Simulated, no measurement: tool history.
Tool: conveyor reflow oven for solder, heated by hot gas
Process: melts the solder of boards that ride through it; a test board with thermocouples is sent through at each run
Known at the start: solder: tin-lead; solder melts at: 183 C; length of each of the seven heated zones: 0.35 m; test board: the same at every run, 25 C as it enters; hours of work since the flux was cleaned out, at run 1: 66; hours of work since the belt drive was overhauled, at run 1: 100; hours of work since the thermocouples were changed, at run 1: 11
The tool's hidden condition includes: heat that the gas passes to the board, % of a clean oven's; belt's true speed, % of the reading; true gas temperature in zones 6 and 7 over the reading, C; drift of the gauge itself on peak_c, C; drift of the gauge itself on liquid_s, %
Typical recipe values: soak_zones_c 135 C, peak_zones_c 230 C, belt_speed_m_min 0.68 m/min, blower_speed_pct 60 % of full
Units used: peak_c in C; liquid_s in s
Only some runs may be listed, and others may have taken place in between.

run    day  soak_zones_c  peak_zones_c  belt_speed_m_min  blower_speed_pct  hours of work since the flux was cleaned out  hours of work since the belt drive was overhauled  hours of work since the thermocouples were changed  peak_c  liquid_s
  1      0           135           230              0.68                60                                            66                                                100                                                  11   209.7     39.33
  2    0.4           135           230              0.68                60                                            70                                                105                                                  15   209.7     39.16
  3  0.612           135           230              0.68                60                                            73                                                107                                                  18   209.7     39.26
  4  0.938           135           230              0.68                60                                            77                                                111                                                  22   209.6     39.33
     1.133  -- belt drive overhauled, speed set with a stopwatch
  5  1.479           135           230              0.68                60                                            81                                                  4                                                  26   209.6     39.21
  6  1.671           135           230              0.68                60                                            84                                                  6                                                  29   209.6     39.22
     1.996  -- belt drive overhauled, speed set with a stopwatch, once more
  7  2.017           135           230              0.68                60                                            86                                                  0                                                  31   209.6     39.08
  8  2.338           132           230             0.548                60                                            89                                                  4                                                  35     216     55.09
  9  2.521           132           230             0.548                60                                            92                                                  6                                                  37   215.8     54.79
 10  2.846           132           230             0.548                60                                            96                                                 10                                                  41   215.9     54.89

Run 11 is up next; what results do you expect?
 11  3.258           132           230             0.548                60                                           100                                                 15                                                  46       ?         ?

peak_c: 216 C
liquid_s: 54.95 s
Had the tool carried no hidden state, the very same run would have given peak_c 216 C, liquid_s 55.05 s.
